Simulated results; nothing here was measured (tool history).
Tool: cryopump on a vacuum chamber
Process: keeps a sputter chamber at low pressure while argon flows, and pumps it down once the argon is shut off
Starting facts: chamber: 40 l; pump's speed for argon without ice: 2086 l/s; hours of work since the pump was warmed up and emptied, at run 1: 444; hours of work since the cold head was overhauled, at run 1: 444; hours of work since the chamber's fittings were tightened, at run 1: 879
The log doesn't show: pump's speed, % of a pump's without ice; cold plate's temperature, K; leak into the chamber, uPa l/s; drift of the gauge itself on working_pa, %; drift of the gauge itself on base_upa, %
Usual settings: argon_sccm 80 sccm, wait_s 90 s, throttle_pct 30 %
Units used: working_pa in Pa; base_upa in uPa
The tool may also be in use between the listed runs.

run,hour,argon_sccm,wait_s,throttle_pct,hours of work since the pump was warmed up and emptied,hours of work since the cold head was overhauled,hours of work since the chamber's fittings were tightened,working_pa,base_upa
1,0,80,90,30,444,444,879,0.2227,0.6
2,33,93,90,30,463,463,898,0.2606,0.54
3,79.5,93,90,30,488,488,923,0.2618,0.58
4,120.5,80,82,30,511,511,946,0.2252,0.6
5,143.4,80,82,30,524,524,959,0.2241,0.6
6,178.7,35,82,30,544,544,979,0.0984,0.63
7,201.5,35,82,28,556,556,991,0.1044,0.6
8,235.7,35,82,28,575,575,1010,0.1055,0.63
9,277.6,35,82,28,598,598,1033,0.1056,0.64
10,310.7,80,39,30,617,617,1052,0.225,0.93
11,363.5,80,90,18,646,646,1081,0.3706,0.57
12,394,80,90,30,663,663,1098,0.2277,0.58
13,425,80,90,30,680,680,1115,0.2269,0.63
14,448.2,80,128,30,693,693,1128,0.2292,0.53
15,494.2,80,90,30,719,719,1154,0.2279,0.59
16,531.4,80,91,30,739,739,1174,0.2295,0.63
17,579.9,80,91,30,766,766,1201,0.2289,0.64
18,610.2,80,91,30,783,783,1218,0.2294,0.62
19,660.5,80,90,51,811,811,1246,0.1407,0.64
20,690,80,25,20,828,828,1263,0.3391,1.21
21,725.1,138,65,26,847,847,1282,0.456,0.74
22,774,42,45,17,874,874,1309,0.2072,0.93
23,796.2,38,291,29,887,887,1322,0.1151,0.43
24,833.3,144,275,32,907,907,1342,0.3936,0.49
25,876.8,66,97,32,931,931,1366,0.1803,0.64
26,914.2,138,32,25,952,952,1387,0.4777,1.12
27,937.5,138,32,25,965,965,1400,0.478,1.16
28,981.6,76,161,37,990,990,1425,0.1837,0.59
29,1012.1,76,161,37,1007,1007,1442,0.1841,0.62
30,1040.1,67,38,18,1022,1022,1457,0.3151,1.03
31,1077.6,67,38,18,1043,1043,1478,0.3157,1.03

Selected run-to-run steps in working_pa, each split into two signed amounts: the part the tool would show with no hidden state at all (from settings, incoming material and random variation), and the remainder, which goes to the hidden state together with any gauge scatter not common to the measured and the hidden-state-free results:
Run 21 -> 22: argon_sccm 138 -> 42, wait_s 65 -> 45, throttle_pct 26 -> 17. working_pa -0.2488 Pa: hidden state -0.0174, all else -0.2314.
Run 23 -> 24: argon_sccm 38 -> 144, wait_s 291 -> 275, throttle_pct 29 -> 32. working_pa +0.2785 Pa: hidden state +0.0211, all else +0.2574.
Run 25 -> 26: argon_sccm 66 -> 138, wait_s 97 -> 32, throttle_pct 32 -> 25. working_pa +0.2974 Pa: hidden state +0.0155, all else +0.2819.
Run 27 -> 28: argon_sccm 138 -> 76, wait_s 32 -> 161, throttle_pct 25 -> 37. working_pa -0.2943 Pa: hidden state -0.0128, all else -0.2815.
